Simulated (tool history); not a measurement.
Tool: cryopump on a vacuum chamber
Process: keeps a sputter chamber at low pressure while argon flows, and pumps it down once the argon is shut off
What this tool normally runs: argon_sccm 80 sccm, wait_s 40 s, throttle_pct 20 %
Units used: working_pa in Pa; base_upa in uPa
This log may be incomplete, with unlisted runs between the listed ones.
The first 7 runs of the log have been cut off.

Run 8, day 27.042: usual settings but throttle_pct 49 %. Result: working_pa 0.1452 Pa, base_upa 1.43 uPa.
Run 9, day 31.492: usual settings but throttle_pct 49 %. Result: working_pa 0.1464 Pa, base_upa 1.46 uPa.
Run 10, day 33.771: usual settings but argon_sccm 38 sccm. Result: working_pa 0.1596 Pa, base_upa 1.51 uPa.
Run 11, day 36.638: usual settings but argon_sccm 38 sccm. Result: working_pa 0.1615 Pa, base_upa 1.55 uPa.
Run 12, day 41.371: usual settings but argon_sccm 38 sccm. Result: working_pa 0.1615 Pa, base_upa 1.56 uPa.
Run 13, day 44.767: usual settings but argon_sccm 38 sccm, wait_s 163 s. Result: working_pa 0.164 Pa, base_upa 0.7 uPa.
Run 14, day 49.196: usual settings. Result: working_pa 0.3491 Pa, base_upa 1.67 uPa.
At day 50.342: leaking fittings of the chamber tightened, without venting.
Run 15, day 52.788: usual settings but argon_sccm 56 sccm. Result: working_pa 0.2445 Pa, base_upa 1.29 uPa.
Run 16, day 57.246: usual settings but wait_s 177 s. Result: working_pa 0.353 Pa, base_upa 0.51 uPa.

Run 17 is up next; what results do you expect?
At day 59.212: pump warmed up, emptied and cooled again.
Run 17, day 60.292: usual settings. Result: working_pa ?, base_upa ?.

working_pa: 0.3201 Pa
base_upa: 1.26 uPa
On a tool with no hidden condition, and with the same random variation, this run would have come out at working_pa 0.3184 Pa, base_upa 1.24 uPa.
